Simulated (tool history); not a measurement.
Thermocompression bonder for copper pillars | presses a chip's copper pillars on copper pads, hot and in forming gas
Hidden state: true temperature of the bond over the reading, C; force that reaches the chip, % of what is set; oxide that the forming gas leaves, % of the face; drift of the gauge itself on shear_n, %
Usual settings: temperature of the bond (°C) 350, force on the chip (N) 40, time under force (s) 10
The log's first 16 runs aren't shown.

run	hour	temperature of the bond (°C)	force on the chip (N)	time under force (s)	hours of work since the heater was calibrated	hours of work since the force cell was calibrated	hours of work since the gas filter was changed	force that shears a chip off (N)
17	884.9	350	40	8	369	667	122	74.9
18	914.3	350	40	8	381	679	134	77.2
19	957.2	350	40	10	399	697	152	80.6
20	1002.2	350	40	10	418	716	170	80.5
21	1045.2	350	40	19	436	734	188	95.9
# hour 1071.5: force cell calibrated
22	1089.5	362	55	11	453	7	206	100.6
23	1147.1	359	51	9	477	32	230	93.4
# hour 1186.9: forming gas filter changed
24	1187.2	359	51	9	494	48	0	96.6
25	1228.8	352	47	10	511	65	18	91.3
26	1287.9	352	53	25	536	90	42	117.9
27	1343	350	33	8	559	113	65	70.1
# hour 1369.8: force cell calibrated, once more
28	1399.5	350	33	8	582	12	88	65.6
29	1433.4	371	49	27	596	27	102	120.5
30	1485.9	330	45	5	618	48	124	57
31	1556.3	320	40	10	647	78	154	61.7
32	1602.1	320	40	10	666	97	173	61.8
33	1643.8	350	25	14	684	114	190	67.1
34	1693	375	35	14	704	135	211	92.1
35	1724.8	350	39	10	718	148	224	75.2
36	1771.5	329	41	13	737	168	243	72.7
# hour 1777.6: forming gas filter changed
37	1822.3	335	41	13	758	189	19	79.7
38	1860.7	378	34	8	774	205	35	81.3
39	1925.1	362	45	13	801	231	62	98.2

Forecast each of these 3 alternatives for the next run:
A	1965.4	355	34	16	818	248	78	?
B	1965.4	362	56	19	818	248	78	?
C	1965.4	355	32	10	818	248	78	?

run	force that shears a chip off (N)
A	87.4
B	115.4
C	72.9
Without the tool's hidden state the same runs would have given:
run	force that shears a chip off (N)
A	92.6
B	120.5
C	77.7
